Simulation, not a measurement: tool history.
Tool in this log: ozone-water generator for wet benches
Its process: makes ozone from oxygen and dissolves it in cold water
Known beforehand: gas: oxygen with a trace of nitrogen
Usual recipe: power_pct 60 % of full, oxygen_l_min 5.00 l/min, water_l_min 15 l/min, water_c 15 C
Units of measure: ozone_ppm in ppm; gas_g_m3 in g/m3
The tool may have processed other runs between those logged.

| run | hour | power_pct | oxygen_l_min | water_l_min | water_c | ozone_ppm | gas_g_m3 |
|---|---|---|---|---|---|---|---|
| 1 | 0.0 | 60 | 5.00 | 15 | 15 | 23.6 | 163.3 |
|  | 49.6 | contactor cleaned |
| 2 | 52.4 | 60 | 3.02 | 15 | 15 | 20.8 | 192.2 |
| 3 | 109.7 | 60 | 5.00 | 15 | 8 | 26.1 | 162.9 |
| 4 | 162.9 | 52 | 5.00 | 15 | 8 | 23.6 | 149.1 |
| 5 | 219.7 | 52 | 5.00 | 15 | 8 | 23.4 | 148.1 |
| 6 | 256.2 | 52 | 5.00 | 15 | 8 | 23.4 | 147.5 |
| 7 | 285.3 | 52 | 5.00 | 15 | 8 | 23.8 | 147.3 |
| 8 | 342.9 | 52 | 5.54 | 15 | 8 | 23.8 | 142.4 |
| 9 | 386.8 | 66 | 5.00 | 15 | 15 | 25.0 | 174.3 |
| 10 | 442.2 | 60 | 5.00 | 15 | 15 | 23.4 | 164.0 |
| 11 | 494.8 | 60 | 5.00 | 12 | 15 | 27.7 | 163.5 |
| 12 | 541.4 | 60 | 5.00 | 12 | 15 | 26.9 | 163.8 |
| 13 | 581.0 | 60 | 5.00 | 15 | 15 | 23.4 | 163.5 |
| 14 | 611.6 | 60 | 5.00 | 15 | 15 | 23.2 | 164.0 |
| 15 | 660.9 | 60 | 5.00 | 15 | 15 | 23.1 | 162.7 |
| 16 | 707.6 | 60 | 5.00 | 15 | 15 | 23.7 | 164.5 |
| 17 | 755.1 | 60 | 5.00 | 15 | 15 | 23.6 | 163.4 |
| 18 | 798.5 | 79 | 5.26 | 17 | 15 | 26.2 | 193.2 |
| 19 | 837.1 | 79 | 3.65 | 20 | 15 | 20.6 | 218.8 |
| 20 | 879.2 | 69 | 5.00 | 13 | 15 | 28.7 | 178.1 |
| 21 | 927.1 | 89 | 5.00 | 16 | 15 | 28.9 | 212.9 |
| 22 | 984.5 | 90 | 2.72 | 12 | 9 | 34.1 | 263.3 |
| 23 | 1015.6 | 91 | 8.10 | 9 | 15 | 42.5 | 184.8 |
| 24 | 1060.0 | 91 | 8.10 | 9 | 15 | 42.9 | 184.3 |
| 25 | 1086.1 | 94 | 5.00 | 14 | 15 | 33.6 | 219.9 |
| 26 | 1131.7 | 40 | 4.91 | 10 | 12 | 24.8 | 125.4 |
| 27 | 1189.4 | 40 | 4.91 | 10 | 12 | 24.7 | 123.8 |
| 28 | 1214.7 | 47 | 5.00 | 13 | 18 | 21.0 | 138.1 |
| 29 | 1272.0 | 47 | 5.00 | 13 | 18 | 20.8 | 137.7 |
| 30 | 1309.7 | 80 | 4.10 | 10 | 18 | 34.4 | 210.2 |
| 31 | 1344.8 | 80 | 4.10 | 10 | 18 | 34.5 | 212.5 |
| 32 | 1372.0 | 80 | 4.10 | 10 | 18 | 34.5 | 211.9 |
| 33 | 1423.2 | 60 | 2.58 | 23 | 15 | 13.3 | 201.6 |
| 34 | 1476.9 | 60 | 2.58 | 23 | 15 | 13.1 | 203.6 |

Forecast each of these 3 alternatives for the next run:
| A | 1527.2 | 53 | 3.00 | 23 | 15 | ? | ? |
| B | 1527.2 | 60 | 8.49 | 23 | 18 | ? | ? |
| C | 1527.2 | 80 | 8.38 | 15 | 22 | ? | ? |

| run | ozone_ppm | gas_g_m3 |
|---|---|---|
| A | 12.7 | 177.4 |
| B | 17.6 | 137.1 |
| C | 26.4 | 168.7 |
What these runs would have given with no unlogged condition in the tool:
| run | ozone_ppm | gas_g_m3 |
|---|---|---|
| A | 12.7 | 177.5 |
| B | 17.6 | 137.1 |
| C | 26.4 | 168.8 |
